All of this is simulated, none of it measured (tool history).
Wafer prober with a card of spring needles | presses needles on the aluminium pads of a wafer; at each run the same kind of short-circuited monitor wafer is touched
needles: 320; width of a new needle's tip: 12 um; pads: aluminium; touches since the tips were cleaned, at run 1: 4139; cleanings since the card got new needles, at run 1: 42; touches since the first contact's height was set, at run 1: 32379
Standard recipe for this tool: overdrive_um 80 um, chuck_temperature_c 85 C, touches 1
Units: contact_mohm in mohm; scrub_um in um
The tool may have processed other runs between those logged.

| run | day | overdrive_um | chuck_temperature_c | touches | touches since the tips were cleaned | cleanings since the card got new needles | touches since the first contact's height was set | contact_mohm | scrub_um |
|---|---|---|---|---|---|---|---|---|---|
| 1 | 0.000 | 80 | 85 | 1 | 4139 | 42 | 32379 | 245 | 21.88 |
|  | 0.150 | tips cleaned on abrasive film |
| 2 | 0.796 | 80 | 85 | 1 | 4599 | 43 | 38014 | 249 | 21.69 |
|  | 0.883 | tips cleaned on abrasive film |
|  | 1.621 | tips cleaned on abrasive film |
| 3 | 1.692 | 80 | 85 | 1 | 518 | 45 | 44354 | 247 | 21.62 |
|  | 2.354 | tips cleaned on abrasive film |
| 4 | 2.421 | 80 | 85 | 2 | 480 | 46 | 49517 | 247 | 21.71 |
|  | 3.125 | tips cleaned on abrasive film |
| 5 | 3.125 | 80 | 85 | 1 | 0 | 47 | 54477 | 250 | 21.73 |
|  | 3.900 | tips cleaned on abrasive film |
| 6 | 3.933 | 80 | 85 | 1 | 240 | 48 | 60208 | 248 | 21.69 |
|  | 4.650 | tips cleaned on abrasive film |
| 7 | 4.671 | 74 | 85 | 1 | 141 | 49 | 65440 | 248 | 20.04 |
|  | 5.446 | tips cleaned on abrasive film |
| 8 | 5.650 | 80 | 85 | 2 | 1461 | 50 | 72397 | 247 | 21.66 |
| 9 | 6.146 | 80 | 85 | 2 | 4998 | 50 | 75934 | 251 | 21.75 |
|  | 6.229 | tips cleaned on abrasive film |
| 10 | 6.879 | 87 | 47 | 1 | 4637 | 51 | 81119 | 237 | 23.58 |
|  | 6.958 | tips cleaned on abrasive film |
| 11 | 7.446 | 65 | 85 | 2 | 3488 | 52 | 85135 | 252 | 17.55 |
|  | 7.729 | tips cleaned on abrasive film |
| 12 | 8.288 | 72 | 88 | 1 | 3981 | 53 | 91084 | 248 | 19.49 |
|  | 8.458 | tips cleaned on abrasive film |
| 13 | 9.129 | 61 | 48 | 1 | 4788 | 54 | 97058 | 241 | 16.38 |
|  | 9.200 | tips cleaned on abrasive film |
|  | 9.979 | tips cleaned on abrasive film |
| 14 | 10.083 | 61 | 48 | 1 | 756 | 56 | 103798 | 240 | 16.45 |
| 15 | 10.583 | 81 | 36 | 3 | 4305 | 56 | 107347 | 236 | 21.87 |

What if the next run were any one of these 5? Each begins from the tool's condition after run 15:
|  | 10.800 | tips cleaned on abrasive film |
|  | 11.571 | tips cleaned on abrasive film |
| A | 11.625 | 80 | 74 | 2 | 393 | 58 | 114708 | ? | ? |
|  | 10.800 | tips cleaned on abrasive film |
|  | 11.571 | tips cleaned on abrasive film |
| B | 11.625 | 80 | 100 | 2 | 393 | 58 | 114708 | ? | ? |
|  | 10.800 | tips cleaned on abrasive film |
|  | 11.571 | tips cleaned on abrasive film |
| C | 11.625 | 77 | 36 | 3 | 393 | 58 | 114708 | ? | ? |
|  | 10.800 | tips cleaned on abrasive film |
|  | 11.571 | tips cleaned on abrasive film |
| D | 11.625 | 68 | 28 | 1 | 393 | 58 | 114708 | ? | ? |
|  | 10.800 | tips cleaned on abrasive film |
|  | 11.571 | tips cleaned on abrasive film |
| E | 11.625 | 77 | 42 | 2 | 393 | 58 | 114708 | ? | ? |

| run | contact_mohm | scrub_um |
|---|---|---|
| A | 246 | 21.48 |
| B | 252 | 21.51 |
| C | 234 | 20.87 |
| D | 235 | 18.37 |
| E | 238 | 20.77 |
With the hidden condition removed and each run's random variation left untouched, the same runs would have given:
| run | contact_mohm | scrub_um |
|---|---|---|
| A | 246 | 21.65 |
| B | 252 | 21.68 |
| C | 234 | 21.04 |
| D | 235 | 18.51 |
| E | 238 | 20.93 |
